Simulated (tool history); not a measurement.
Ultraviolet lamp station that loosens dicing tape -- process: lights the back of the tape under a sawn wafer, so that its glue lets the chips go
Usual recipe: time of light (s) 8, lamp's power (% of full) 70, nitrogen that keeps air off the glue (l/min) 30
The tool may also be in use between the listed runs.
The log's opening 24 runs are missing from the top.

run	hour	time of light (s)	lamp's power (% of full)	nitrogen that keeps air off the glue (l/min)	hours of work of the lamp	hours of work since the window was cleaned	force that peels the tape off (N)	light that reached the tape (mJ/cm²)
25	475.8	8	70	10	839	456	2.083	344
26	497.5	15	70	20	853	469	0.650	627
27	515.7	15	70	20	864	480	0.620	631
28	538.6	8	62	34	878	494	1.771	299
29	553.7	5	70	30	887	503	2.526	210
# hour 560.3: window cleaned of glue's vapour
30	574.7	6	70	30	900	9	1.840	293
31	592.3	5	71	30	911	20	2.196	244
32	608.3	9	63	30	921	29	1.225	390
33	626.7	7	66	10	932	41	2.246	324
34	649.1	8	70	54	946	55	1.156	382
35	669.2	8	70	54	958	67	1.129	385
36	684.1	8	70	54	967	76	1.132	381

Forecast each of these 4 alternatives for the next run:
A	703.8	9	94	15	979	88	?	?
B	703.8	8	70	13	979	88	?	?
C	703.8	8	70	34	979	88	?	?
D	703.8	4	70	54	979	88	?	?

run	force that peels the tape off (N)	light that reached the tape (mJ/cm²)
A	0.850	570
B	1.700	376
C	1.248	380
D	2.561	187
Had the tool no hidden state, the same runs would have come out as:
run	force that peels the tape off (N)	light that reached the tape (mJ/cm²)
A	0.574	707
B	1.268	467
C	0.885	471
D	2.085	233
